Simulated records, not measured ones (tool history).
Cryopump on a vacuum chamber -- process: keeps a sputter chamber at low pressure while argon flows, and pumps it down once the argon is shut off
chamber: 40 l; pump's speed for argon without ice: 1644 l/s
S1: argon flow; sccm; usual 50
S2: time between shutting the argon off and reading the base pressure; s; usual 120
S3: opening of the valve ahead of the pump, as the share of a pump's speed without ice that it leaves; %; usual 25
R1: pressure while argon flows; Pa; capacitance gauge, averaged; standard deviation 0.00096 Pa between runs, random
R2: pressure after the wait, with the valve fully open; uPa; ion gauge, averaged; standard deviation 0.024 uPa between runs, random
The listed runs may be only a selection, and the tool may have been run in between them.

| run | hour | S1 | S2 | S3 | R1 | R2 |
|---|---|---|---|---|---|---|
| 1 | 0.0 | 50 | 120 | 25 | 0.2105 | 1.99 |
| 2 | 16.6 | 50 | 120 | 25 | 0.2113 | 2.01 |
| 3 | 26.8 | 50 | 120 | 25 | 0.2119 | 2.00 |
| 4 | 34.7 | 50 | 120 | 25 | 0.2142 | 2.06 |
| 5 | 49.1 | 50 | 88 | 25 | 0.2125 | 2.35 |
| 6 | 62.9 | 50 | 88 | 25 | 0.2121 | 2.31 |
| 7 | 78.0 | 50 | 24 | 25 | 0.2135 | 4.87 |
| 8 | 94.3 | 50 | 120 | 25 | 0.2134 | 2.11 |
| 9 | 111.9 | 27 | 120 | 25 | 0.1156 | 2.14 |
| 10 | 120.3 | 27 | 120 | 25 | 0.1158 | 2.24 |
| 11 | 131.0 | 50 | 120 | 25 | 0.2173 | 2.17 |
| 12 | 146.9 | 50 | 71 | 25 | 0.2160 | 2.62 |
| 13 | 161.8 | 50 | 120 | 25 | 0.2164 | 2.12 |
| 14 | 180.2 | 50 | 120 | 25 | 0.2168 | 2.31 |
| 15 | 192.1 | 49 | 120 | 25 | 0.2149 | 2.33 |
| 16 | 202.7 | 49 | 120 | 25 | 0.2120 | 2.24 |
| 17 | 213.7 | 50 | 120 | 25 | 0.2187 | 2.34 |
| 18 | 232.5 | 50 | 120 | 25 | 0.2197 | 2.38 |
| 19 | 240.1 | 60 | 22 | 38 | 0.1797 | 5.28 |
| 20 | 254.1 | 60 | 22 | 38 | 0.1813 | 5.41 |
| 21 | 272.0 | 36 | 120 | 27 | 0.1494 | 2.45 |
|  | 289.8 | pump warmed up, emptied and cooled again |
| 22 | 293.4 | 83 | 63 | 25 | 0.3422 | 2.66 |
| 23 | 308.4 | 27 | 66 | 21 | 0.1319 | 2.58 |
| 24 | 323.3 | 60 | 182 | 25 | 0.2484 | 1.83 |
| 25 | 338.3 | 60 | 182 | 25 | 0.2492 | 1.90 |
| 26 | 351.1 | 60 | 182 | 25 | 0.2507 | 1.91 |
| 27 | 360.5 | 39 | 25 | 21 | 0.1909 | 4.69 |
| 28 | 376.3 | 39 | 25 | 21 | 0.1927 | 4.77 |

Run 29 is up next; what results do you expect?
| 29 | 385.2 | 39 | 25 | 21 | ? | ? |

Run 29 produced R1 0.1923 Pa, R2 4.88 uPa.
If the tool had no hidden condition, the same run with the same run-to-run variation would have returned R1 0.1898 Pa, R2 3.55 uPa.
